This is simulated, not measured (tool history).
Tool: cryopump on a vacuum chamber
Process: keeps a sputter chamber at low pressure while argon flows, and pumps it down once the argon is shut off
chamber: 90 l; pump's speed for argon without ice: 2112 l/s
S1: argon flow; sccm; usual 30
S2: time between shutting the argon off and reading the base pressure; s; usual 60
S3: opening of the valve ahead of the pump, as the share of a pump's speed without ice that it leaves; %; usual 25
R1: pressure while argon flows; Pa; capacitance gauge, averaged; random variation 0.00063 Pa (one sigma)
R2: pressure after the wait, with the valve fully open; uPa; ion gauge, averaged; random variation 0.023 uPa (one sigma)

run	day	S1	S2	S3	R1	R2
1	0.000	30	60	25	0.1034	1.15
2	1.371	30	60	25	0.1035	1.20
3	3.558	40	60	25	0.1386	1.16
4	6.042	40	60	25	0.1403	1.30
5	8.138	40	60	25	0.1404	1.26
6	10.392	40	60	25	0.1409	1.32
7	11.496	40	60	25	0.1435	1.32
8	13.375	30	218	25	0.1084	0.89
# day 15.417: pump warmed up, emptied and cooled again
9	15.833	30	60	25	0.0967	1.16
10	17.908	30	60	25	0.0970	1.22
11	20.029	30	60	25	0.0972	1.24
12	21.946	30	33	25	0.0979	1.82
13	24.317	30	33	25	0.0976	1.84
14	25.900	30	33	25	0.0995	1.84
15	27.704	40	31	57	0.0612	1.96
16	29.896	30	131	27	0.0919	0.96
17	31.179	30	131	27	0.0915	0.96
18	32.521	30	161	27	0.0924	0.95
19	34.025	18	278	41	0.0385	0.85
20	35.388	15	278	41	0.0317	0.84
21	37.404	55	117	52	0.0949	1.09
22	39.708	12	97	50	0.0221	1.23

5 ways to go on from here, each from the tool as it stands after run 22. What would each give?
A	41.350	22	60	25	?	?
B	41.350	12	69	35	?	?
C	41.350	20	30	32	?	?
D	41.350	12	274	50	?	?
E	41.350	30	60	52	?	?

run	R1	R2
A	0.0760	1.50
B	0.0312	1.36
C	0.0544	2.15
D	0.0221	0.94
E	0.0527	1.45
Without the tool's hidden state the same runs would have given:
run	R1	R2
A	0.0709	0.82
B	0.0285	0.71
C	0.0498	1.49
D	0.0194	0.27
E	0.0458	0.78
